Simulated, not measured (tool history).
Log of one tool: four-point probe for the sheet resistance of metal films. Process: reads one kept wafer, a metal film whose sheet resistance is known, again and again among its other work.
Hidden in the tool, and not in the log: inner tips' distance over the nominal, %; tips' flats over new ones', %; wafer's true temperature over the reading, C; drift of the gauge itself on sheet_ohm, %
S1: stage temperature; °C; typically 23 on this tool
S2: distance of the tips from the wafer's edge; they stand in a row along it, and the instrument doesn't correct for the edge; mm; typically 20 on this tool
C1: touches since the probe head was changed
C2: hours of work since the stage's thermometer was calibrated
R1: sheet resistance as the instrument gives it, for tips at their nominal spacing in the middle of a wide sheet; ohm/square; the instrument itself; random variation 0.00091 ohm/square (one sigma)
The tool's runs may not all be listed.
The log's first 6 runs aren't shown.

run     day  S1  S2     C1    C2        R1
  7   5.521  23  20   9894   934  4.544736
  8   6.575  23  20  10561   951  4.544929
  9   7.675  31  20  11258   967   4.52167
 10   8.333  34  20  11677   978  4.512617
 11     9.3  23  20  12289   992  4.546218
 12   9.954  23  20  12703  1003  4.545172
 13  10.829  23  20  13257  1016  4.544428
 14  11.342  23  20  13581  1024  4.544437
 15  11.971  23  20  13979  1033  4.545055
 16  12.762  23  20  14481  1046  4.543301
 17  13.838  23  20  15162  1062  4.544178
 18  14.904  23  20  15837  1079  4.543023
 19  15.729  23  14  16361  1091  4.547429
 20  16.183  23  31  16646  1098  4.544075
 21  16.962  23  31  17140  1110  4.543062
 22  17.579  23  31  17530  1120  4.543715
 23  18.146  24  23  17891  1128  4.541362

Expected results for the next run?
 24  19.038  24  23  18454  1142   ?

{"run 24": {"R1": 4.540494}}
If the tool had no hidden condition, the same run with the same run-to-run variation would have returned R1 4.522138 ohm/square.
